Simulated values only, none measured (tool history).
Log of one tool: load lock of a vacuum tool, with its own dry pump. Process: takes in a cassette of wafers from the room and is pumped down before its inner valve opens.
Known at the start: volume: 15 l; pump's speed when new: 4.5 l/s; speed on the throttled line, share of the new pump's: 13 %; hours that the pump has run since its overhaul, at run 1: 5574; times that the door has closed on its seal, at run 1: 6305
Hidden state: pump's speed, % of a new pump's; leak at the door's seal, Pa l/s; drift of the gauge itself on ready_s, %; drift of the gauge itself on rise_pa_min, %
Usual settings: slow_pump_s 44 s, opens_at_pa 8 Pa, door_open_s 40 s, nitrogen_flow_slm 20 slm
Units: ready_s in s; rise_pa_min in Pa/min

| run | day | slow_pump_s | opens_at_pa | door_open_s | nitrogen_flow_slm | hours that the pump has run since its overhaul | times that the door has closed on its seal | incoming humidity of the room's air, % | ready_s | rise_pa_min |
|---|---|---|---|---|---|---|---|---|---|---|
| 1 | 0.000 | 44 | 8 | 40 | 20 | 5574 | 6305 | 47.4 | 71.4 | 0.069 |
| 2 | 4.667 | 44 | 8 | 40 | 19 | 5686 | 6465 | 45.2 | 71.8 | 0.061 |
| 3 | 9.583 | 44 | 8 | 40 | 19 | 5804 | 6634 | 45.0 | 72.6 | 0.063 |
| 4 | 12.396 | 44 | 8 | 40 | 20 | 5871 | 6731 | 45.5 | 70.9 | 0.057 |
| 5 | 16.704 | 44 | 8 | 40 | 20 | 5975 | 6879 | 43.6 | 72.7 | 0.061 |
| 6 | 20.817 | 44 | 8 | 40 | 20 | 6073 | 7021 | 44.8 | 72.4 | 0.065 |
| 7 | 23.400 | 44 | 8 | 49 | 20 | 6135 | 7110 | 45.5 | 71.5 | 0.064 |
| 8 | 26.433 | 44 | 8 | 49 | 20 | 6208 | 7214 | 45.2 | 72.3 | 0.067 |
| 9 | 30.838 | 44 | 8 | 49 | 20 | 6314 | 7365 | 48.0 | 72.9 | 0.068 |
| 10 | 35.721 | 44 | 8 | 49 | 20 | 6431 | 7533 | 44.8 | 72.2 | 0.063 |
| 11 | 39.708 | 44 | 8 | 49 | 20 | 6527 | 7671 | 47.2 | 72.2 | 0.073 |
| 12 | 44.229 | 44 | 8 | 49 | 20 | 6635 | 7826 | 48.0 | 72.9 | 0.063 |
| 13 | 48.950 | 44 | 8 | 40 | 20 | 6749 | 7989 | 43.7 | 72.5 | 0.068 |
| 14 | 53.875 | 44 | 14 | 40 | 20 | 6867 | 8158 | 47.7 | 70.8 | 0.062 |
| 15 | 59.442 | 44 | 14 | 40 | 20 | 7000 | 8349 | 43.6 | 69.5 | 0.064 |
| 16 | 65.358 | 86 | 9 | 40 | 20 | 7142 | 8553 | 45.3 | 107.6 | 0.071 |
| 17 | 69.496 | 56 | 8 | 137 | 17 | 7242 | 8695 | 42.4 | 82.9 | 0.088 |
| 18 | 72.808 | 28 | 6 | 103 | 41 | 7321 | 8809 | 47.5 | 60.4 | 0.066 |
| 19 | 77.367 | 28 | 6 | 103 | 41 | 7431 | 8966 | 45.8 | 60.2 | 0.065 |
| 20 | 80.588 | 28 | 6 | 143 | 41 | 7508 | 9077 | 44.6 | 60.1 | 0.070 |
| 21 | 83.529 | 28 | 6 | 143 | 41 | 7579 | 9178 | 46.2 | 61.0 | 0.067 |
| 22 | 86.500 | 28 | 6 | 143 | 41 | 7650 | 9280 | 44.4 | 61.6 | 0.075 |
| 23 | 89.967 | 44 | 14 | 40 | 9 | 7733 | 9399 | 51.3 | 70.4 | 0.084 |

Run 24 comes next. What will it give?
| 24 | 93.462 | 44 | 14 | 40 | 9 | 7817 | 9520 | 42.1 | ? | ? |

ready_s: 71.1 s
rise_pa_min: 0.075 Pa/min
Without the tool's hidden state the same run would have given ready_s 68.0 s, rise_pa_min 0.047 Pa/min.

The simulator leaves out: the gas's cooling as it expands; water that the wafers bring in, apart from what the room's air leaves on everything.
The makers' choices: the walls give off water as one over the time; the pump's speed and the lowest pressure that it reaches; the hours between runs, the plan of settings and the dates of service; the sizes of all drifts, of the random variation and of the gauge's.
